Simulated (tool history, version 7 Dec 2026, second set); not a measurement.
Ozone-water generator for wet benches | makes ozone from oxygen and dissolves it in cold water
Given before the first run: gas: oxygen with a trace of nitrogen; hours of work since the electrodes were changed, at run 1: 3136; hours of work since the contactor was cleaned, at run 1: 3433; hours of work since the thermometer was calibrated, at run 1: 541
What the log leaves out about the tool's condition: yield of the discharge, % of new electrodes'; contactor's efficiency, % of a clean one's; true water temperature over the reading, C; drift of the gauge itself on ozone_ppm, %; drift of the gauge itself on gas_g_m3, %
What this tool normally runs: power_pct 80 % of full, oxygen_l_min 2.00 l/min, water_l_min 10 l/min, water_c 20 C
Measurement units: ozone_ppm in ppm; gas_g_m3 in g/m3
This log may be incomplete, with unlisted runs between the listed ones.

run,hour,power_pct,oxygen_l_min,water_l_min,water_c,hours of work since the electrodes were changed,hours of work since the contactor was cleaned,hours of work since the thermometer was calibrated,ozone_ppm,gas_g_m3
1,0.0,80,2.00,10,20,3136,3433,541,18.6,199.4
2,156.6,80,2.00,10,20,3233,3529,638,18.6,199.3
3,245.3,80,2.00,10,17,3288,3584,692,19.5,197.4
4,402.6,80,2.00,10,17,3385,3681,790,19.0,198.6
5,486.6,80,2.00,10,20,3437,3733,842,18.4,197.0
6,635.1,80,2.00,10,25,3529,3825,933,17.1,193.2
7,797.2,80,2.00,10,25,3629,3925,1034,17.0,193.5
8,975.6,45,2.00,10,20,3739,4036,1144,12.9,135.8
9,1074.9,80,2.00,11,20,3801,4097,1205,16.5,196.0
10,1199.6,58,2.00,10,20,3878,4174,1282,14.8,160.9
11,1278.0,58,2.00,10,20,3926,4223,1331,14.5,159.2
12,1357.8,80,1.23,10,20,3975,4272,1380,16.0,235.9
13,1487.9,80,1.23,10,20,4056,4353,1461,15.9,235.2
14,1582.4,80,1.23,10,20,4114,4411,1519,16.0,236.4
15,1672.8,80,2.49,10,20,4170,4467,1575,18.6,177.2
16,1759.8,80,2.49,10,20,4224,4521,1629,18.7,177.0
17,1856.4,80,2.65,8,13,4284,4580,1689,25.1,173.0
18,1951.3,80,2.65,8,13,4342,4639,1747,24.9,172.8
19,2121.8,80,2.65,8,13,4448,4744,1853,24.6,172.3
20,2206.5,80,2.65,8,13,4500,4797,1905,24.8,172.4
21,2367.0,59,2.28,10,17,4599,4896,2004,15.7,149.5
22,2499.3,72,1.40,7,20,4681,4978,2086,21.0,208.6

Forecast run 23:
23,2670.8,80,2.09,10,20,4787,5084,2192,?,?

{"run 23": {"ozone_ppm": 17.7, "gas_g_m3": 186.3}}
The same run, on a tool lacking any hidden state, would have yielded ozone_ppm 20.6 ppm, gas_g_m3 209.0 g/m3.
